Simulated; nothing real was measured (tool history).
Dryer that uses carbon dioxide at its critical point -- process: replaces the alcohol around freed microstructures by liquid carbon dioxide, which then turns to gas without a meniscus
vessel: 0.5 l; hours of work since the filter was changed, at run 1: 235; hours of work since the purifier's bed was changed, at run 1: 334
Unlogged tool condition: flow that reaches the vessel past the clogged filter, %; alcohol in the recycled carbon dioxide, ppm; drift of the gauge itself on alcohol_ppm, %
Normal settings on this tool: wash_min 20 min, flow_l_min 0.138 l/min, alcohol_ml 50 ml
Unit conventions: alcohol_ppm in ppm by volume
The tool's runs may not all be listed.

run,hour,wash_min,flow_l_min,alcohol_ml,hours of work since the filter was changed,hours of work since the purifier's bed was changed,alcohol_ppm
1,0.0,20,0.138,50,235,334,1143
2,13.5,20,0.138,48,242,341,1099
3,29.0,20,0.138,48,251,349,1132
4,41.0,20,0.138,48,257,356,1163
5,53.0,20,0.138,48,263,362,1136
6,70.3,20,0.138,48,273,371,1141
7,82.6,20,0.138,48,279,378,1149
8,92.7,20,0.138,48,285,383,1163
9,108.3,20,0.138,48,293,392,1186
10,125.5,20,0.138,48,302,401,1209
11,141.5,20,0.138,48,311,409,1196
12,157.4,20,0.138,50,319,418,1244
13,175.4,20,0.138,25,329,427,691
14,183.2,23,0.179,87,333,432,313
15,196.8,20,0.138,50,340,439,1280
16,208.0,13,0.186,25,346,445,1032
17,227.0,16,0.186,37,356,455,662
18,239.9,16,0.186,37,363,462,675
19,253.7,29,0.207,70,371,469,139
20,265.2,29,0.207,70,377,475,137
21,283.7,29,0.207,70,387,485,142
22,298.1,13,0.138,21,394,493,2528
23,312.7,32,0.138,37,402,501,200
24,324.1,19,0.138,25,408,507,891
25,339.1,20,0.110,32,416,515,2233
26,348.1,20,0.135,120,421,520,3402

Hidden state or all else? Some run-to-run changes of alcohol_ppm, split into what the settings, what came in and random variation would give without the hidden state, and what is left for the hidden state (with any gauge scatter that isn't in both results):
Run 21 -> 22: wash_min 29 -> 13, flow_l_min 0.207 -> 0.138, alcohol_ml 70 -> 21. alcohol_ppm +2386 ppm by volume: hidden state +468, all else +1918.
Run 22 -> 23: wash_min 13 -> 32, alcohol_ml 21 -> 37. alcohol_ppm -2328 ppm by volume: hidden state -440, all else -1888.
Run 25 -> 26: flow_l_min 0.110 -> 0.135, alcohol_ml 32 -> 120. alcohol_ppm +1169 ppm by volume: hidden state +455, all else +714.
